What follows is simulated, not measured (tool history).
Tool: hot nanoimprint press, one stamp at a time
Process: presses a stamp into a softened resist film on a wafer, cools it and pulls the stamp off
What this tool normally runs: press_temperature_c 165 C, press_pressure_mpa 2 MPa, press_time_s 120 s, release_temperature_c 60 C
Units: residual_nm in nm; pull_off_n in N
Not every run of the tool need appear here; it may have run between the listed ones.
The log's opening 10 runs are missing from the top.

run,hour,press_temperature_c,press_pressure_mpa,press_time_s,release_temperature_c,hours of work since the thermocouple was calibrated,imprints on the stamp's release coat,hours of work since the press's seals were changed,residual_nm,pull_off_n
11,138.2,177,1.63,120,67,235,747,593,178.8,99
# hour 162.1: stamp cleaned and given a new release coat
12,163.6,177,1.63,120,67,250,8,607,182.5,85
13,174.2,165,2,120,60,258,66,615,224.7,97
14,184.9,162,2,120,60,266,123,623,243.9,98
# hour 199.9: plate thermocouple calibrated
15,204.4,165,2,120,53,3,212,636,219.3,111
16,213.2,165,2.86,120,59,10,260,642,192.1,99
17,224.6,163,3.1,120,65,19,322,651,196.6,92
18,237.4,162,2,120,60,28,391,661,238.6,102
19,252.2,164,2,105,60,39,471,672,237.6,104
20,267.6,164,2,105,60,51,554,683,233.9,102
21,284.2,164,2,105,60,64,644,696,240.7,104

What will run 22 give?
22,301.9,161,1.97,120,60,77,739,709,?,?

residual_nm: 245.3 nm
pull_off_n: 107 N
Had the tool carried no hidden state, the very same run would have given residual_nm 240.3 nm, pull_off_n 97 N.

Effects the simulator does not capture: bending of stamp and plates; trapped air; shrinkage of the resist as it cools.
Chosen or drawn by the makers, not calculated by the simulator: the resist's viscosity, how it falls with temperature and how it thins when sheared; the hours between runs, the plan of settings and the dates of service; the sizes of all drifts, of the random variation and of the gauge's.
